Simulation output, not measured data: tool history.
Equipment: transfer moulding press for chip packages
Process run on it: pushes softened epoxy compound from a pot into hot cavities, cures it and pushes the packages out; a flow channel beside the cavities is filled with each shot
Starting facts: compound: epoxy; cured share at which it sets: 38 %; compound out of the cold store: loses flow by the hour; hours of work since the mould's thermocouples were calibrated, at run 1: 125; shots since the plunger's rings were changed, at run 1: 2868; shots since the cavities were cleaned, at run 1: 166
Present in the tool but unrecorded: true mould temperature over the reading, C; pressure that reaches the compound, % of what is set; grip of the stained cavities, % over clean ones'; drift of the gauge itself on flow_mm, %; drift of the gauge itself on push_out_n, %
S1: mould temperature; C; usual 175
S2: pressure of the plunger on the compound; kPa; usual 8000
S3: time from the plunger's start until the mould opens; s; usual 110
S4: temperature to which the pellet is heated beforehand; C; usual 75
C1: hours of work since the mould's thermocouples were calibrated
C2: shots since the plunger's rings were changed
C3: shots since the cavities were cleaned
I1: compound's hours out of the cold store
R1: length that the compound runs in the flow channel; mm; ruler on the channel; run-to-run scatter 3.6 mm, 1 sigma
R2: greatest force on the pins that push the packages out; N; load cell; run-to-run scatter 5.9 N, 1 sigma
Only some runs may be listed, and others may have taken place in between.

run,hour,S1,S2,S3,S4,C1,C2,C3,I1,R1,R2
1,0,175,8000,110,75,125,2868,166,45.9,461,288
2,23.9,175,8000,115,75,136,3066,364,11.5,549,339
# hour 50.7: cavities cleaned with cleaning compound and waxed
3,51.8,175,8000,115,75,149,3285,9,12.1,542,216
4,93.2,175,8000,115,75,169,3629,353,19.3,523,342
# hour 123.8: cavities cleaned with cleaning compound and waxed
5,141.8,175,8000,110,75,192,4019,149,19.1,525,298
6,183.8,175,8500,110,75,212,4369,499,17.3,536,397
# hour 193.1: cavities cleaned with cleaning compound and waxed
7,213.5,175,7390,110,75,225,4602,168,17.8,497,316
8,244.6,175,8000,149,75,240,4861,427,11.4,530,309
# hour 263.2: cavities cleaned with cleaning compound and waxed
9,276.3,175,8000,149,75,255,5111,108,45.7,444,226
10,298.4,175,8000,149,75,266,5295,292,18.5,512,270
11,319.8,175,8000,149,75,276,5472,469,40.1,457,305
# hour 332.7: cavities cleaned with cleaning compound and waxed
12,348.3,175,8000,110,75,289,5697,130,25.8,479,280
13,379.2,175,8000,127,75,304,5953,386,41.9,450,311
# hour 402.3: cavities cleaned with cleaning compound and waxed
14,414.6,175,8000,127,75,320,6235,103,30.5,470,231
# hour 442.5: plunger's sealing rings changed
15,449.2,167,7180,98,70,336,56,370,20,540,796
# hour 477.2: cavities cleaned with cleaning compound and waxed
16,492.3,167,7180,98,70,356,401,126,22.7,534,656
17,519.5,167,7180,98,70,369,626,351,40.2,493,782
# hour 546.8: cavities cleaned with cleaning compound and waxed
18,548.9,167,7180,98,70,382,858,18,14.6,552,556
19,595.9,167,7730,104,73,405,1248,408,30.3,525,703
# hour 616.6: cavities cleaned with cleaning compound and waxed
20,648.3,173,6960,131,75,429,1670,262,15.8,523,290
# hour 686: cavities cleaned with cleaning compound and waxed
21,686,175,8000,126,67,447,1971,0,45.1,484,210
22,718.2,175,8000,126,76,462,2238,267,14.2,547,289
# hour 756.8: cavities cleaned with cleaning compound and waxed
23,767.8,175,8000,126,76,485,2638,92,45.4,470,232
24,794.8,175,8810,126,75,498,2862,316,12.9,577,318
25,818.6,171,7840,106,80,510,3059,513,29.1,507,527
# hour 827.9: cavities cleaned with cleaning compound and waxed
26,858.5,179,7840,106,80,528,3378,254,43.9,458,294
27,885.3,175,7010,138,78,541,3601,477,29.6,470,311

Each row is a separate what-if for the run after 27, all from the same tool condition, not one after another. Results?
# hour 900.5: cavities cleaned with cleaning compound and waxed
A,933.4,175,7010,105,78,564,3987,273,28.4,?,?
# hour 900.5: cavities cleaned with cleaning compound and waxed
B,933.4,175,8490,96,83,564,3987,273,36,?,?
# hour 900.5: cavities cleaned with cleaning compound and waxed
C,933.4,169,7190,110,75,564,3987,273,46.6,?,?
# hour 900.5: cavities cleaned with cleaning compound and waxed
D,933.4,175,8000,115,75,564,3987,273,28.6,?,?

run,R1,R2
A,467,383
B,491,432
C,443,495
D,492,350
Take away the tool's hidden state, keep each run's random variation, and the runs would have read:
run,R1,R2
A,503,243
B,529,272
C,477,312
D,530,223
